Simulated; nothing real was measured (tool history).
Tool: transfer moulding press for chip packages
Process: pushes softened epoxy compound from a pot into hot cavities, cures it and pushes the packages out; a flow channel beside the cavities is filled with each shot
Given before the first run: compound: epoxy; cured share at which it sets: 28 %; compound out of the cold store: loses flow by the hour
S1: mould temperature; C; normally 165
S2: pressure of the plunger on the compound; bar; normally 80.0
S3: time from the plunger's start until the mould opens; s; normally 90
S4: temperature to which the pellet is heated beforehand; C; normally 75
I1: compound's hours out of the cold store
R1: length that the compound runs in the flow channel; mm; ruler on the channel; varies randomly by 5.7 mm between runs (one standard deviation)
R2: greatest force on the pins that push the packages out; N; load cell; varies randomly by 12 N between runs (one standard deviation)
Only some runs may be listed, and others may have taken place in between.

run   hour   S1    S2   S3  S4    I1   R1    R2
  1    0.0  165  80.0   90  75  45.2  635   781
  2   16.2  165  80.0   90  78  28.8  662   859
  3   37.9  165  80.0   90  75  28.7  644   976
  4   51.0  165  80.0   90  75  29.6  653   942
      62.3  -- cavities cleaned with cleaning compound and waxed
  5   72.5  165  80.0   90  75  39.9  635   713
      93.4  -- plunger's sealing rings changed
  6   97.5  165  80.0   98  75  21.3  694   738
  7  109.5  165  80.0   98  75  23.2  696   742
  8  131.5  165  80.0   98  75   9.1  705   823
     135.4  -- mould's thermocouples calibrated
     146.8  -- cavities cleaned with cleaning compound and waxed
  9  156.3  165  80.0   98  75  33.7  665   599
 10  177.1  165  81.4   90  75   9.1  713   894
 11  189.6  165  80.0   90  75  27.8  662   914
 12  204.3  165  72.3   90  75  11.0  670   994
 13  219.7  165  80.0   90  74  41.1  645   921
     227.7  -- cavities cleaned with cleaning compound and waxed
 14  238.0  165  80.0   90  68  29.6  666   760
 15  249.2  162  86.9   95  71  12.0  736   968
     262.4  -- mould's thermocouples calibrated, once more
 16  265.4  164  68.7   86  75  26.1  619  1024
 17  288.1  164  68.7   86  75  36.5  599  1075
 18  303.1  169  83.7   92  75  14.9  686   747
     309.9  -- cavities cleaned with cleaning compound and waxed
 19  319.6  165  80.0  100  69  26.2  669   619
 20  340.7  168  80.0   90  75  26.3  654   716
     351.8  -- plunger's sealing rings changed
 21  366.2  168  80.0   90  75  47.3  632   713
 22  390.1  165  80.0   90  75  18.6  688   973
     393.2  -- cavities cleaned with cleaning compound and waxed
 23  413.2  165  80.0   90  75  10.9  700   800
 24  425.6  158  80.0   90  75  24.9  710  1538
 25  439.6  158  80.0   90  75  33.9  695  1540
 26  452.3  158  80.0   90  75   8.6  739  1717
 27  470.1  158  76.8   98  83  23.5  682  1405

Forecast each of these 5 alternatives for the next run:
     474.8  -- cavities cleaned with cleaning compound and waxed
  A  481.8  158  76.8  118  84   8.8   ?   ?
     474.8  -- cavities cleaned with cleaning compound and waxed
  B  481.8  167  91.7  122  83  29.1   ?   ?
     474.8  -- cavities cleaned with cleaning compound and waxed
  C  481.8  173  83.3   90  77  19.9   ?   ?
     474.8  -- cavities cleaned with cleaning compound and waxed
  D  481.8  162  93.2   98  83  20.9   ?   ?
     474.8  -- cavities cleaned with cleaning compound and waxed
  E  481.8  172  81.2  115  75  25.0   ?   ?

run   R1   R2
  A  711  707
  B  702  471
  C  665  503
  D  731  726
  E  652  453
With the hidden condition removed and each run's random variation left untouched, the same runs would have given:
run   R1   R2
  A  727  603
  B  719  406
  C  680  433
  D  747  617
  E  667  392
